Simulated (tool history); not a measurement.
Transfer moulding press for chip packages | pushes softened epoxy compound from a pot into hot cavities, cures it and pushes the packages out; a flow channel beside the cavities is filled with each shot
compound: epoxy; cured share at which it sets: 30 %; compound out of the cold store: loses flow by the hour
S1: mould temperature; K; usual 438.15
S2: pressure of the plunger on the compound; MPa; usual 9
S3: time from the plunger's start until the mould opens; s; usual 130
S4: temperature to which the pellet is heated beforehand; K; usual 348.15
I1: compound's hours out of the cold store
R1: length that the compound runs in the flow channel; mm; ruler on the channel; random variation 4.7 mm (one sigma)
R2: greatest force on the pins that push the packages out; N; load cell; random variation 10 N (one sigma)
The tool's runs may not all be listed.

run,hour,S1,S2,S3,S4,I1,R1,R2
1,0,438.15,9,130,348.15,38.7,772,648
2,15.7,438.15,9,130,348.15,22.8,835,711
3,38.2,438.15,9,130,348.15,11.3,852,754
# hour 42.5: cavities cleaned with cleaning compound and waxed
4,52.1,438.15,9,130,348.15,45.9,734,516
5,65,438.15,9,130,348.15,9.6,861,592
6,88.1,438.15,9,160,348.15,32,779,578
7,107.9,438.15,9,160,348.15,14.4,831,625
# hour 119: plunger's sealing rings changed
8,123.6,438.15,9,160,348.15,41.5,834,664
9,134.3,438.15,9,160,348.15,14.5,934,655
# hour 138.7: cavities cleaned with cleaning compound and waxed
10,156.5,438.15,9,163,348.15,21.4,901,514
11,166.5,438.15,9,163,348.15,20.4,904,564
# hour 169.9: mould's thermocouples calibrated
12,189.5,438.15,9,163,348.15,22.9,879,599
13,208.8,438.15,9,163,348.15,15.8,915,621
14,223.2,438.15,9,163,348.15,19.7,895,678
# hour 234.6: cavities cleaned with cleaning compound and waxed
15,237.5,443.15,9,130,348.15,24.8,858,462
16,253.6,438.15,9,130,348.15,16.3,900,563
17,266.1,438.15,10.52,126,348.15,41.8,870,615
18,282.1,438.15,9.85,151,348.15,14.9,939,616
19,299.9,438.15,9.85,151,348.15,42.7,841,631
# hour 312.5: mould's thermocouples calibrated, once more
20,312.5,438.15,7.05,114,348.15,31.1,749,837
21,325,441.15,7.45,130,355.15,27,770,684
# hour 330.1: cavities cleaned with cleaning compound and waxed
22,348.5,441.15,7.45,151,338.15,36.3,739,504
23,369.2,445.15,9.29,140,344.15,47,772,548
24,380.5,445.15,9.29,140,344.15,44.5,768,577
25,398.1,445.15,9.29,140,344.15,25.5,840,634
26,416.9,437.15,9,138,348.15,36.3,801,712
# hour 423.5: cavities cleaned with cleaning compound and waxed
27,437.7,431.15,9.3,142,350.15,36.6,825,619
28,452.1,431.15,7.15,142,350.15,8.4,809,743

3 ways to go on from here, each from the tool as it stands after run 28. What would each give?
A,469.8,431.15,7.15,142,339.15,24.7,?,?
B,469.8,444.15,9,130,348.15,31.8,?,?
C,469.8,434.15,7.15,147,350.15,17.2,?,?

run,R1,R2
A,754,761
B,781,587
C,769,675
Without the tool's hidden state the same runs would have given:
run,R1,R2
A,814,558
B,843,430
C,830,495
